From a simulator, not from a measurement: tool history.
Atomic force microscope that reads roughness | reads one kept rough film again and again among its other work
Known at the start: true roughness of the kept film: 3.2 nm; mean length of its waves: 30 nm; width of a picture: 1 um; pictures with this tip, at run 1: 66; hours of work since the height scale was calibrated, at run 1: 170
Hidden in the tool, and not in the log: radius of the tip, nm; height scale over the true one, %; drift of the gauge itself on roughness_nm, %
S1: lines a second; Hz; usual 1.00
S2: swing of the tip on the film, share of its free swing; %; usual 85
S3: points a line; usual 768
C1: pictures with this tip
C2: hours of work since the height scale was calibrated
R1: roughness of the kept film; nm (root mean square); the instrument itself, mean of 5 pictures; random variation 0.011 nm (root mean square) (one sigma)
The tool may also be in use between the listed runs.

run,day,S1,S2,S3,C1,C2,R1
1,0.000,1.00,85,768,66,170,2.191
2,1.512,1.00,85,768,116,197,2.031
3,3.933,1.00,85,1018,196,239,1.837
# day 5.796: new tip fitted
4,7.038,1.00,85,1018,41,294,2.320
5,9.175,1.00,85,1018,111,332,2.087
6,11.012,1.00,85,768,172,365,1.950
7,13.175,1.00,85,320,243,403,1.750
# day 13.408: new tip fitted
8,15.642,1.00,62,768,74,446,2.421
9,18.688,1.00,85,300,174,500,1.934
# day 21.054: new tip fitted
10,21.646,1.00,85,768,19,552,2.402
11,25.029,1.00,85,768,131,612,2.043
12,26.692,1.00,85,768,185,642,1.907
# day 28.692: new tip fitted
13,29.633,1.00,85,768,31,693,2.350
14,31.425,1.00,85,617,90,725,2.143
15,34.004,1.00,85,617,174,771,1.935
16,35.796,1.00,85,617,233,803,1.810
# day 36.429: new tip fitted
17,38.138,1.00,86,617,57,844,2.250
18,40.558,1.00,86,617,136,887,1.996
19,42.167,1.00,86,617,189,915,1.885
20,43.675,1.00,86,617,239,942,1.746
# day 44.108: new tip fitted
21,46.421,1.00,58,617,76,990,2.450
22,48.333,1.00,87,617,139,1024,1.995
23,50.571,1.00,87,617,212,1064,1.838
# day 51.867: new tip fitted
24,53.154,1.00,85,859,42,1109,2.312
25,55.875,1.00,85,859,132,1157,2.073
# day 56.062: height scale calibrated on a step standard
26,59.088,1.00,85,859,236,54,1.823
# day 59.542: new tip fitted
27,60.929,1.00,85,859,45,86,2.309
28,62.825,2.60,57,539,108,119,2.236
29,65.883,0.67,64,768,208,174,2.069
# day 67.217: new tip fitted
30,67.754,0.67,72,768,18,206,2.640
31,70.433,0.67,72,768,106,254,2.349
32,72.321,0.67,72,768,168,287,2.158
# day 73.100: height scale calibrated on a step standard, once more
# day 75.012: new tip fitted
33,75.329,0.67,72,768,10,39,2.627
34,77.783,3.39,67,768,91,83,2.075
35,79.750,2.80,57,878,156,118,2.099
36,82.046,2.80,57,878,231,158,1.903
# day 82.604: new tip fitted
37,84.125,0.58,87,878,50,195,2.390
38,85.808,0.74,85,287,105,225,2.117
39,88.029,1.19,85,458,179,264,1.847
40,89.433,1.19,71,819,225,289,1.868
# day 90.338: new tip fitted
41,92.671,0.76,63,298,77,346,2.381
42,94.721,0.98,63,298,144,382,2.143
43,96.783,0.98,63,298,212,419,1.991
# day 98.021: new tip fitted
44,99.583,2.29,89,379,51,468,1.878
45,102.533,0.89,72,379,148,520,2.136
46,105.450,1.46,85,768,244,572,1.690
# day 105.646: new tip fitted
47,108.675,1.46,85,768,100,629,1.984
48,110.558,1.15,79,992,162,662,1.961
49,112.029,0.56,84,330,210,688,1.906
# day 113.354: new tip fitted
50,113.467,1.00,85,837,4,713,2.429
51,115.421,1.00,85,837,68,748,2.229

4 ways to go on from here, each from the tool as it stands after run 51. What would each give?
A,117.554,0.91,86,426,138,786,?
B,117.554,0.89,85,768,138,786,?
C,117.554,2.54,85,452,138,786,?
D,117.554,1.12,86,837,138,786,?

run,R1
A,2.036
B,2.044
C,1.692
D,1.992
Without the tool's hidden state the same runs would have given:
run,R1
A,2.486
B,2.496
C,2.069
D,2.433
